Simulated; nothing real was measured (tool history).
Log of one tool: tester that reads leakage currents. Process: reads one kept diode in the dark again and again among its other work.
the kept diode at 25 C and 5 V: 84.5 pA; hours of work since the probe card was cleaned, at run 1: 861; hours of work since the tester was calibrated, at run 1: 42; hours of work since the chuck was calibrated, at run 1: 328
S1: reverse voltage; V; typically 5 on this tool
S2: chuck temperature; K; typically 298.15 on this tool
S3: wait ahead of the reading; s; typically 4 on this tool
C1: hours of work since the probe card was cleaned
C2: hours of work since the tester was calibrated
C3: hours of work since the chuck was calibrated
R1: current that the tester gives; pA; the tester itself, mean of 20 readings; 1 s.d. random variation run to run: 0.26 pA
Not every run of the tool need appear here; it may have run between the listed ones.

Run 1, day 0: usual settings; C1 861; C2 42; C3 328. Result: R1 84.75 pA.
Run 2, day 1.625: usual settings but S1 6.49 V; C1 887; C2 67; C3 354. Result: R1 97.67 pA.
Run 3, day 3.304: usual settings but S1 6.49 V; C1 913; C2 94; C3 381. Result: R1 97.97 pA.
Run 4, day 4.925: usual settings but S1 3.13 V; C1 939; C2 120; C3 406. Result: R1 64.8 pA.
Run 5, day 6.504: usual settings; C1 964; C2 145; C3 431. Result: R1 84.87 pA.
Run 6, day 7.671: usual settings but S1 8.41 V; C1 982; C2 163; C3 450. Result: R1 114.82 pA.
Run 7, day 8.992: usual settings but S1 8.41 V; C1 1003; C2 184; C3 471. Result: R1 114.25 pA.
Run 8, day 10.104: usual settings but S1 8.41 V; C1 1021; C2 201; C3 488. Result: R1 113.93 pA.
Run 9, day 11.496: usual settings but S1 8.41 V; C1 1043; C2 223; C3 510. Result: R1 113.9 pA.
Run 10, day 13.362: usual settings; C1 1072; C2 253; C3 540. Result: R1 84.59 pA.
Run 11, day 14.946: usual settings; C1 1097; C2 278; C3 565. Result: R1 84.96 pA.
Run 12, day 16.042: usual settings but S1 1.51 V; C1 1115; C2 295; C3 582. Result: R1 42.55 pA.
Run 13, day 17.6: usual settings; C1 1139; C2 320; C3 607. Result: R1 84.82 pA.
Run 14, day 18.667: usual settings; C1 1156; C2 337; C3 624. Result: R1 84.4 pA.
Run 15, day 20.267: usual settings; C1 1182; C2 362; C3 649. Result: R1 84.73 pA.
Run 16, day 21.542: usual settings but S3 0.62 s; C1 1202; C2 382; C3 669. Result: R1 85.09 pA.
Run 17, day 23.033: usual settings but S3 0.62 s; C1 1225; C2 406; C3 693. Result: R1 85.05 pA.
Run 18, day 24.433: usual settings but S2 308.15 K, S3 0.62 s; C1 1247; C2 428; C3 715. Result: R1 178.76 pA.
Run 19, day 25.325: usual settings but S2 308.15 K, S3 0.62 s; C1 1262; C2 442; C3 729. Result: R1 177.72 pA.
Run 20, day 26.958: usual settings but S2 311.15 K; C1 1287; C2 468; C3 755. Result: R1 220.64 pA.
Run 21, day 28.138: usual settings but S1 2.73 V, S2 304.15 K, S3 0.65 s; C1 1306; C2 487; C3 773. Result: R1 94.33 pA.
Run 22, day 29.5: usual settings but S1 9.18 V, S2 327.15 K, S3 2.85 s; C1 1328; C2 508; C3 795. Result: R1 915.29 pA.
Run 23, day 31.096: usual settings but S1 3.09 V, S2 316.15 K, S3 2.85 s; C1 1353; C2 533; C3 820. Result: R1 237.07 pA.
Run 24, day 32.917: usual settings but S1 2.65 V, S2 301.15 K; C1 1382; C2 562; C3 849. Result: R1 73.65 pA.
Run 25, day 34.079: usual settings but S1 2.74 V, S2 301.15 K, S3 0.61 s; C1 1400; C2 581; C3 867. Result: R1 75.52 pA.
Run 26, day 35.621: usual settings but S1 2.74 V, S2 330.15 K, S3 0.61 s; C1 1424; C2 605; C3 892. Result: R1 555.1 pA.
Run 27, day 36.812: usual settings but S1 2.74 V, S2 330.15 K, S3 0.61 s; C1 1443; C2 624; C3 911. Result: R1 551.84 pA.
Run 28, day 37.933: usual settings but S1 2.74 V, S2 330.15 K, S3 0.61 s; C1 1461; C2 642; C3 928. Result: R1 549.28 pA.
Run 29, day 39.283: usual settings but S2 322.15 K, S3 5.26 s; C1 1482; C2 663; C3 950. Result: R1 468.08 pA.
Run 30, day 40.458: usual settings but S3 2.71 s; C1 1501; C2 681; C3 968. Result: R1 84.57 pA.
Run 31, day 42.346: usual settings but S1 2.82 V, S2 296.15 K, S3 0.43 s; C1 1531; C2 711; C3 998. Result: R1 52.76 pA.
Run 32, day 43.283: usual settings but S1 2.82 V, S2 296.15 K, S3 0.43 s; C1 1546; C2 726; C3 1013. Result: R1 52.85 pA.
Run 33, day 44.888: usual settings but S1 1.47 V, S2 332.15 K, S3 1.18 s; C1 1571; C2 751; C3 1038. Result: R1 438.94 pA.
At day 45.733: chuck's temperature calibrated.
Run 34, day 46.258: usual settings but S2 320.15 K, S3 0.43 s; C1 1591; C2 772; C3 8. Result: R1 409.15 pA.
Run 35, day 48.033: usual settings but S2 320.15 K, S3 0.43 s; C1 1619; C2 800; C3 36. Result: R1 411.06 pA.
Run 36, day 49.379: usual settings but S2 304.15 K, S3 0.43 s; C1 1641; C2 821; C3 58. Result: R1 133.63 pA.
Run 37, day 50.796: usual settings but S2 301.15 K, S3 1.01 s; C1 1663; C2 844; C3 80. Result: R1 106.36 pA.
Run 38, day 52.379: usual settings but S1 6.19 V, S3 3.08 s; C1 1688; C2 869; C3 105. Result: R1 95.78 pA.
Run 39, day 54.138: usual settings but S1 6.19 V, S3 3.08 s; C1 1716; C2 896; C3 133. Result: R1 95.72 pA.
Run 40, day 55.346: usual settings but S1 8.67 V; C1 1735; C2 916; C3 152. Result: R1 117.24 pA.

4 ways to go on from here, each from the tool as it stands after run 40. What would each give?
Run A, day 57.125: usual settings but S1 9.14 V; C1 1763; C2 944; C3 180. Result: R1 ?.
Run B, day 57.125: usual settings but S3 9.55 s; C1 1763; C2 944; C3 180. Result: R1 ?.
Run C, day 57.125: usual settings but S1 5.49 V, S2 314.15 K, S3 1.66 s; C1 1763; C2 944; C3 180. Result: R1 ?.
Run D, day 57.125: usual settings but S1 14.47 V, S3 4.82 s; C1 1763; C2 944; C3 180. Result: R1 ?.

run      R1
  A  119.88
  B   84.62
  C  288.27
  D  155.41
Take away the tool's hidden state, keep each run's random variation, and the runs would have read:
run      R1
  A  119.73
  B   84.54
  C  288.16
  D  155.17

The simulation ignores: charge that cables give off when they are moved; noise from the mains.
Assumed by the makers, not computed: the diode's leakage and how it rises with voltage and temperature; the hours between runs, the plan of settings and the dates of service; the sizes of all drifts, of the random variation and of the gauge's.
